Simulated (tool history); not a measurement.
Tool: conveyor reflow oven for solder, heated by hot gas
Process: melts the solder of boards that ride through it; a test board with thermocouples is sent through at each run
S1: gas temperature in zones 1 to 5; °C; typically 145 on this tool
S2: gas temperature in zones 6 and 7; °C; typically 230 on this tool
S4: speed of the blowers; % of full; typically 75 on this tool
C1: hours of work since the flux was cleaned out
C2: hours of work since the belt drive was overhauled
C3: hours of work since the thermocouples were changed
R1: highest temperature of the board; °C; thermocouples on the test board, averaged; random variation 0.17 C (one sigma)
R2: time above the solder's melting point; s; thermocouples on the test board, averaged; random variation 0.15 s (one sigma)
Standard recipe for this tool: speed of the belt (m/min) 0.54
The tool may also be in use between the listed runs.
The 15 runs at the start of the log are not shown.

{"run": 16, "hour": 112.9, "S1": 137, "S2": 220, "speed of the belt (m/min)": 0.449, "S4": 75, "C1": 67, "C2": 180, "C3": 418, "R1": 211.5, "R2": 66.5}
{"run": 17, "hour": 122.8, "S1": 156, "S2": 232, "speed of the belt (m/min)": 0.608, "S4": 77, "C1": 71, "C2": 185, "C3": 422, "R1": 217.9, "R2": 58.4}
{"run": 18, "hour": 127.2, "S1": 156, "S2": 232, "speed of the belt (m/min)": 0.554, "S4": 81, "C1": 73, "C2": 187, "C3": 424, "R1": 220.5, "R2": 66.4}
{"run": 19, "hour": 137.1, "S1": 156, "S2": 232, "speed of the belt (m/min)": 0.554, "S4": 81, "C1": 77, "C2": 191, "C3": 428, "R1": 220.4, "R2": 66.1}
{"run": 20, "hour": 146.3, "S1": 140, "S2": 232, "speed of the belt (m/min)": 0.554, "S4": 76, "C1": 81, "C2": 195, "C3": 432, "R1": 217.1, "R2": 57.7}
{"run": 21, "hour": 156.8, "S1": 154, "S2": 228, "speed of the belt (m/min)": 0.608, "S4": 75, "C1": 86, "C2": 200, "C3": 437, "R1": 213.7, "R2": 54.7}
{"run": 22, "hour": 163.9, "S1": 154, "S2": 219, "speed of the belt (m/min)": 0.608, "S4": 53, "C1": 89, "C2": 203, "C3": 440, "R1": 202.1, "R2": 42.7}
{"run": 23, "hour": 170.6, "S1": 145, "S2": 232, "speed of the belt (m/min)": 0.54, "S4": 89, "C1": 92, "C2": 206, "C3": 443, "R1": 220.7, "R2": 63.7}
{"run": 24, "hour": 180.7, "S1": 151, "S2": 232, "speed of the belt (m/min)": 0.641, "S4": 89, "C1": 96, "C2": 210, "C3": 447, "R1": 216.9, "R2": 53}
{"run": 25, "hour": 189.9, "S1": 151, "S2": 232, "speed of the belt (m/min)": 0.641, "S4": 89, "C1": 100, "C2": 214, "C3": 451, "R1": 217.2, "R2": 53.1}
{"run": 26, "hour": 196.9, "S1": 155, "S2": 238, "speed of the belt (m/min)": 0.569, "S4": 61, "C1": 103, "C2": 217, "C3": 454, "R1": 221.4, "R2": 64.3}
{"run": 27, "hour": 202.5, "S1": 146, "S2": 221, "speed of the belt (m/min)": 0.606, "S4": 74, "C1": 106, "C2": 220, "C3": 457, "R1": 205.9, "R2": 45.4}
{"run": 28, "hour": 209.3, "S1": 146, "S2": 221, "speed of the belt (m/min)": 0.606, "S4": 74, "C1": 109, "C2": 223, "C3": 460, "R1": 205.9, "R2": 45.2}
{"run": 29, "hour": 216.6, "S1": 146, "S2": 221, "speed of the belt (m/min)": 0.606, "S4": 74, "C1": 112, "C2": 226, "C3": 463, "R1": 206.3, "R2": 45}
{"run": 30, "hour": 221.9, "S1": 146, "S2": 221, "speed of the belt (m/min)": 0.606, "S4": 74, "C1": 114, "C2": 228, "C3": 465, "R1": 205.9, "R2": 45.1}

Predict each of these 5 candidate next runs independently; none follows another, all start after run 30:
{"run": "A", "hour": 226.9, "S1": 145, "S2": 245, "speed of the belt (m/min)": 0.614, "S4": 87, "C1": 117, "C2": 230, "C3": 468, "R1": "?", "R2": "?"}
{"run": "B", "hour": 226.9, "S1": 145, "S2": 225, "speed of the belt (m/min)": 0.54, "S4": 82, "C1": 117, "C2": 230, "C3": 468, "R1": "?", "R2": "?"}
{"run": "C", "hour": 226.9, "S1": 135, "S2": 230, "speed of the belt (m/min)": 0.442, "S4": 75, "C1": 117, "C2": 230, "C3": 468, "R1": "?", "R2": "?"}
{"run": "D", "hour": 226.9, "S1": 146, "S2": 241, "speed of the belt (m/min)": 0.606, "S4": 53, "C1": 117, "C2": 230, "C3": 468, "R1": "?", "R2": "?"}
{"run": "E", "hour": 226.9, "S1": 158, "S2": 221, "speed of the belt (m/min)": 0.485, "S4": 55, "C1": 117, "C2": 230, "C3": 468, "R1": "?", "R2": "?"}

run=A R1=228 R2=59.4
run=B R1=213.4 R2=58.6
run=C R1=220.2 R2=74.5
run=D R1=217.4 R2=53.7
run=E R1=210.8 R2=69.2
What these runs would have given with no unlogged condition in the tool:
run=A R1=228 R2=59.4
run=B R1=213.4 R2=58.6
run=C R1=220.2 R2=74.5
run=D R1=217.4 R2=53.7
run=E R1=210.8 R2=69.2

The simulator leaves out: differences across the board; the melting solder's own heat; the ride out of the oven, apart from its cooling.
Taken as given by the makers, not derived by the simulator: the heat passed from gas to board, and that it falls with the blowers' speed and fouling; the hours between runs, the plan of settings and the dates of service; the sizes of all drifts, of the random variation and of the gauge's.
